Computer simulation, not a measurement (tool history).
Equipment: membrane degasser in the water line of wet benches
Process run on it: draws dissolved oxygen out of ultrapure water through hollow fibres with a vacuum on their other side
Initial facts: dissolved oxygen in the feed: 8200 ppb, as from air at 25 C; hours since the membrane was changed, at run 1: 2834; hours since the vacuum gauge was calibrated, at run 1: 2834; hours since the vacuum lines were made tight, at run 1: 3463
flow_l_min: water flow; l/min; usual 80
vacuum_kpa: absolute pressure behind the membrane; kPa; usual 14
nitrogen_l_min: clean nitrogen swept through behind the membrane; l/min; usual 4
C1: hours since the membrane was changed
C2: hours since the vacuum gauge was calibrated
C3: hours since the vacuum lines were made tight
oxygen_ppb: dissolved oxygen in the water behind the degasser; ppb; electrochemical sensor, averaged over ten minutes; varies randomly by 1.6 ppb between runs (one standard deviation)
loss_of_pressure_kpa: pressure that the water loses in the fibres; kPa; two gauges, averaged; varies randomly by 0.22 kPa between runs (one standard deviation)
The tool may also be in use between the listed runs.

Run 1, hour 0: usual settings; C1 2834; C2 2834; C3 3463. Result: oxygen_ppb 505.9 ppb, loss_of_pressure_kpa 53.2 kPa.
Run 2, hour 215.5: usual settings but vacuum_kpa 25.7 kPa; C1 3050; C2 3050; C3 3679. Result: oxygen_ppb 947 ppb, loss_of_pressure_kpa 52.98 kPa.
Run 3, hour 414.4: usual settings but vacuum_kpa 25.7 kPa; C1 3249; C2 3249; C3 3878. Result: oxygen_ppb 941.7 ppb, loss_of_pressure_kpa 52.88 kPa.
Run 4, hour 647.5: usual settings but nitrogen_l_min 6.78 l/min; C1 3482; C2 3482; C3 4111. Result: oxygen_ppb 337.6 ppb, loss_of_pressure_kpa 53.05 kPa.
Run 5, hour 790.4: usual settings but vacuum_kpa 18.2 kPa; C1 3625; C2 3625; C3 4254. Result: oxygen_ppb 671.7 ppb, loss_of_pressure_kpa 53.24 kPa.
Run 6, hour 998: usual settings but flow_l_min 53 l/min; C1 3832; C2 3832; C3 4461. Result: oxygen_ppb 333.9 ppb, loss_of_pressure_kpa 35.43 kPa.
Run 7, hour 1227.9: usual settings but flow_l_min 53 l/min; C1 4062; C2 4062; C3 4691. Result: oxygen_ppb 333.2 ppb, loss_of_pressure_kpa 35.67 kPa.
Run 8, hour 1429.8: usual settings but flow_l_min 53 l/min; C1 4264; C2 4264; C3 4893. Result: oxygen_ppb 336.2 ppb, loss_of_pressure_kpa 35.32 kPa.
Run 9, hour 1586.8: usual settings but flow_l_min 53 l/min; C1 4421; C2 4421; C3 5050. Result: oxygen_ppb 335.5 ppb, loss_of_pressure_kpa 35.46 kPa.
Run 10, hour 1715.6: usual settings but flow_l_min 53 l/min; C1 4550; C2 4550; C3 5179. Result: oxygen_ppb 335.5 ppb, loss_of_pressure_kpa 35.53 kPa.
Run 11, hour 1880.9: usual settings but flow_l_min 53 l/min; C1 4715; C2 4715; C3 5344. Result: oxygen_ppb 335 ppb, loss_of_pressure_kpa 35.34 kPa.
Run 12, hour 2060.4: usual settings but flow_l_min 53 l/min; C1 4895; C2 4895; C3 5524. Result: oxygen_ppb 336.3 ppb, loss_of_pressure_kpa 35.25 kPa.
Run 13, hour 2271.3: usual settings but flow_l_min 53 l/min; C1 5106; C2 5106; C3 5735. Result: oxygen_ppb 333.9 ppb, loss_of_pressure_kpa 35.35 kPa.
Run 14, hour 2405.4: usual settings but vacuum_kpa 12.6 kPa; C1 5240; C2 5240; C3 5869. Result: oxygen_ppb 455 ppb, loss_of_pressure_kpa 53.6 kPa.
Run 15, hour 2508.8: usual settings; C1 5343; C2 5343; C3 5972. Result: oxygen_ppb 512.5 ppb, loss_of_pressure_kpa 53.34 kPa.
Run 16, hour 2716.4: usual settings; C1 5551; C2 5551; C3 6180. Result: oxygen_ppb 509.4 ppb, loss_of_pressure_kpa 53.39 kPa.
Run 17, hour 2939.9: usual settings; C1 5774; C2 5774; C3 6403. Result: oxygen_ppb 507.2 ppb, loss_of_pressure_kpa 53.5 kPa.
Run 18, hour 3149.3: usual settings; C1 5984; C2 5984; C3 6613. Result: oxygen_ppb 514.7 ppb, loss_of_pressure_kpa 53.7 kPa.
Run 19, hour 3359.9: usual settings but flow_l_min 50 l/min, vacuum_kpa 9.9 kPa; C1 6194; C2 6194; C3 6823. Result: oxygen_ppb 206.3 ppb, loss_of_pressure_kpa 33.68 kPa.
Run 20, hour 3532.7: usual settings but flow_l_min 49 l/min, vacuum_kpa 13.5 kPa, nitrogen_l_min 4.96 l/min; C1 6367; C2 6367; C3 6996. Result: oxygen_ppb 248 ppb, loss_of_pressure_kpa 32.97 kPa.
Run 21, hour 3761.2: usual settings but flow_l_min 49 l/min, vacuum_kpa 13.5 kPa, nitrogen_l_min 4.96 l/min; C1 6596; C2 6596; C3 7225. Result: oxygen_ppb 247.9 ppb, loss_of_pressure_kpa 33.14 kPa.
At hour 3899.6: seals of the vacuum lines changed.
Run 22, hour 3899.6: usual settings but flow_l_min 49 l/min, vacuum_kpa 13.5 kPa, nitrogen_l_min 4.96 l/min; C1 6732; C2 6732; C3 0. Result: oxygen_ppb 248.7 ppb, loss_of_pressure_kpa 33.32 kPa.
Run 23, hour 4124.2: usual settings but flow_l_min 57 l/min, vacuum_kpa 9.8 kPa; C1 6957; C2 6957; C3 225. Result: oxygen_ppb 233.1 ppb, loss_of_pressure_kpa 38.45 kPa.
Run 24, hour 4281.9: usual settings but flow_l_min 113 l/min, nitrogen_l_min 10.7 l/min; C1 7114; C2 7114; C3 382. Result: oxygen_ppb 390.8 ppb, loss_of_pressure_kpa 76.51 kPa.
Run 25, hour 4396.5: usual settings but flow_l_min 78 l/min; C1 7229; C2 7229; C3 497. Result: oxygen_ppb 499.1 ppb, loss_of_pressure_kpa 52.75 kPa.
Run 26, hour 4565.1: usual settings but flow_l_min 98 l/min, vacuum_kpa 14.8 kPa, nitrogen_l_min 4.47 l/min; C1 7398; C2 7398; C3 666. Result: oxygen_ppb 620.5 ppb, loss_of_pressure_kpa 66.11 kPa.
Run 27, hour 4721.6: usual settings but flow_l_min 98 l/min, vacuum_kpa 14.8 kPa, nitrogen_l_min 4.47 l/min; C1 7554; C2 7554; C3 822. Result: oxygen_ppb 618.7 ppb, loss_of_pressure_kpa 66.29 kPa.
At hour 4799: vacuum gauge calibrated.
Run 28, hour 4930.3: usual settings but flow_l_min 61 l/min, vacuum_kpa 30.6 kPa, nitrogen_l_min 8.65 l/min; C1 7762; C2 131; C3 1030. Result: oxygen_ppb 459.2 ppb, loss_of_pressure_kpa 41.33 kPa.
Run 29, hour 5041: usual settings but flow_l_min 61 l/min, vacuum_kpa 14.1 kPa, nitrogen_l_min 8.65 l/min; C1 7873; C2 242; C3 1141. Result: oxygen_ppb 201.4 ppb, loss_of_pressure_kpa 41.36 kPa.
Run 30, hour 5278.4: usual settings but flow_l_min 87 l/min, vacuum_kpa 14.1 kPa, nitrogen_l_min 8.65 l/min; C1 8110; C2 479; C3 1378. Result: oxygen_ppb 316.5 ppb, loss_of_pressure_kpa 59.23 kPa.
Run 31, hour 5405.8: usual settings but flow_l_min 87 l/min, vacuum_kpa 14.1 kPa, nitrogen_l_min 8.65 l/min; C1 8238; C2 607; C3 1506. Result: oxygen_ppb 316.5 ppb, loss_of_pressure_kpa 59.39 kPa.

5 options for the next run, each taken on its own from the tool as it stands now. Forecast them:
Run A, hour 5614.6: usual settings but nitrogen_l_min 1.99 l/min; C1 8447; C2 816; C3 1715. Result: oxygen_ppb ?, loss_of_pressure_kpa ?.
Run B, hour 5614.6: usual settings but flow_l_min 71 l/min, vacuum_kpa 26.6 kPa, nitrogen_l_min 3.33 l/min; C1 8447; C2 816; C3 1715. Result: oxygen_ppb ?, loss_of_pressure_kpa ?.
Run C, hour 5614.6: usual settings but flow_l_min 56 l/min, vacuum_kpa 14.8 kPa, nitrogen_l_min 3.53 l/min; C1 8447; C2 816; C3 1715. Result: oxygen_ppb ?, loss_of_pressure_kpa ?.
Run D, hour 5614.6: usual settings but nitrogen_l_min 10.46 l/min; C1 8447; C2 816; C3 1715. Result: oxygen_ppb ?, loss_of_pressure_kpa ?.
Run E, hour 5614.6: usual settings but nitrogen_l_min 2.35 l/min; C1 8447; C2 816; C3 1715. Result: oxygen_ppb ?, loss_of_pressure_kpa ?.

run  oxygen_ppb  loss_of_pressure_kpa
  A       848.8                 53.95
  B      1016.9                 48.43
  C       418.5                 37.97
  D       244.8                 54.53
  E       753.8                 54.15
Without the tool's unlogged condition, the same runs would have read:
run  oxygen_ppb  loss_of_pressure_kpa
  A       839.7                 52.26
  B      1010.2                 46.94
  C       414.2                  36.8
  D       236.4                 52.84
  E       744.7                 52.46

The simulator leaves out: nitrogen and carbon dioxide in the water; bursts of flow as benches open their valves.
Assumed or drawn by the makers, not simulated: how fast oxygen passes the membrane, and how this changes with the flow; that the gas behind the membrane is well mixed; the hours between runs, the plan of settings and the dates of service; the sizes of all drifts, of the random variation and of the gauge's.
